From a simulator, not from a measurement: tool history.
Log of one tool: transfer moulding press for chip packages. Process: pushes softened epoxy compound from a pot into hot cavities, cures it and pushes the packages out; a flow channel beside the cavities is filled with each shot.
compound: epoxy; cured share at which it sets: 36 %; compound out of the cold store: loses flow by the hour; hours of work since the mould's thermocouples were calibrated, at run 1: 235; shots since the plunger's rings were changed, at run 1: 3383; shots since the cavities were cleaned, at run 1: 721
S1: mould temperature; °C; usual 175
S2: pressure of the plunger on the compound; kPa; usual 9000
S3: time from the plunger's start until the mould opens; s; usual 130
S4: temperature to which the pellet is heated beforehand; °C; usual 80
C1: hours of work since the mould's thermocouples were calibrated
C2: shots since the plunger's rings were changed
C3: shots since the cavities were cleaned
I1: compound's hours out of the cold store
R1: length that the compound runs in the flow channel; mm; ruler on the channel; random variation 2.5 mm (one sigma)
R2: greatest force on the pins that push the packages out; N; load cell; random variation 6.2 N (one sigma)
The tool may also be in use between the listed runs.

run    hour   S1    S2   S3  S4   C1    C2   C3    I1   R1   R2
  1       0  175  9000  130  80  235  3383  721  19.3  524  364
       27.2  -- cavities cleaned with cleaning compound and waxed
  2    35.1  175  9000  130  80  251  3606   53  24.1  517  417
  3    70.6  175  9000  130  80  269  3841  288  26.2  510  418
  4   115.3  175  9700  130  80  291  4137  584    19  542  418
      165.2  -- cavities cleaned with cleaning compound and waxed
  5   168.7  175  9700  130  80  316  4481   23  38.1  505  252
      192.4  -- plunger's sealing rings changed
  6   205.4  175  9000  130  80  333    86  249  39.2  512  301
  7   270.8  175  9000  130  80  365   520  683  11.3  561  362
        304  -- cavities cleaned with cleaning compound and waxed
  8     304  175  9000  130  80  381   730    0    47  498  253
      357.8  -- cavities cleaned with cleaning compound and waxed, once more
  9   370.5  175  9000  130  80  413  1161   84  41.7  500  266
 10   401.9  175  9000  130  80  428  1369  292  30.1  522  314
 11   467.3  175  9000  130  80  460  1802  725  46.7  490  345
      497.7  -- cavities cleaned with cleaning compound and waxed
 12   526.1  175  9000  130  74  489  2182  188  30.3  520  324
 13   553.4  175  9000  130  80  502  2363  369   9.3  556  337
 14   606.4  176  9000  130  80  528  2714  720  36.3  497  346
      638.6  -- cavities cleaned with cleaning compound and waxed
 15   672.8  169  9160  130  73  560  3144  227  17.4  554  484
 16   731.4  175  9160  110  86  589  3532  615  45.5  487  444
        777  -- cavities cleaned with cleaning compound and waxed
 17   782.1  175  9490  110  86  613  3858   33   9.9  561  377
 18   810.6  177  9000  130  72  627  4047  222  35.4  492  294
 19   868.8  175  7730  130  80  656  4433  608    29  470  354
 20     896  175  8210  130  80  669  4613  788  10.9  513  387
      904.2  -- plunger's sealing rings changed
      915.9  -- cavities cleaned with cleaning compound and waxed
 21   956.4  175  8210  130  79  697   335  267  37.9  490  330
      963.4  -- mould's thermocouples calibrated
 22  1014.1  175  7410  130  80   25   705  637    29  480  320
 23    1042  176  9800  110  75   39   889  821  20.4  565  448
       1056  -- cavities cleaned with cleaning compound and waxed
 24  1078.4  168  9800  122  75   56  1121  148  12.8  597  531

Run 25 comes next. What will it give?
 25  1144  168  9800  122  75  88  1555  582  47.7   ?   ?

Run 25 gave R1 529 mm, R2 566 N.
Without the tool's hidden state the same run would have given R1 540 mm, R2 408 N.
